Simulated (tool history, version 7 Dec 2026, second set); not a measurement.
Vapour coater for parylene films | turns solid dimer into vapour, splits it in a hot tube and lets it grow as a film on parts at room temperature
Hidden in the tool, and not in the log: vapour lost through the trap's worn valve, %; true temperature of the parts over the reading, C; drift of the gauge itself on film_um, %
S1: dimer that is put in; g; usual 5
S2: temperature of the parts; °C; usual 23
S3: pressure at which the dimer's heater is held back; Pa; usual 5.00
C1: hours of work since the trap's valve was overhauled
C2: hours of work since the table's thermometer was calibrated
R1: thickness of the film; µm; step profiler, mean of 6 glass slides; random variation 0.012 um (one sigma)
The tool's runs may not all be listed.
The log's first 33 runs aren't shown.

run   hour  S1  S2     S3   C1   C2    R1
 34  570.8   6  22   8.36  454  247  2.49
 35  587.4   8  23   2.16  467  261  4.18
 36  603.8   2  23   5.00  480  274  0.88
     617.3  -- trap's valve overhauled
 37  625.0   2  30   5.00    6  287  0.73
 38  649.8   2  30   5.00   26  307  0.72
 39  663.1   3  23   2.53   36  318  1.69
 40  675.8   3  23   3.79   47  328  1.54
 41  691.6   3  15  10.47   59  340  1.78
 42  709.7   5  15   7.12   74  355  3.17
 43  726.3   7  15   7.36   87  368  4.39
 44  746.8   8  29   2.03  103  384  3.58
 45  768.4   6  27   5.58  120  402  2.38
 46  789.6   4  27   5.58  137  419  1.57

Forecast each of these 5 alternatives for the next run:
  A  813.6   5  35   9.66  157  438   ?
  B  813.6   3  27   5.58  157  438   ?
  C  813.6   5  20   2.56  157  438   ?
  D  813.6   5  17   5.00  157  438   ?
  E  813.6   3  31  11.70  157  438   ?

run    R1
  A  1.27
  B  1.17
  C  3.06
  D  3.07
  E  0.85
Without the tool's hidden state the same runs would have given:
run    R1
  A  1.30
  B  1.20
  C  3.15
  D  3.16
  E  0.88
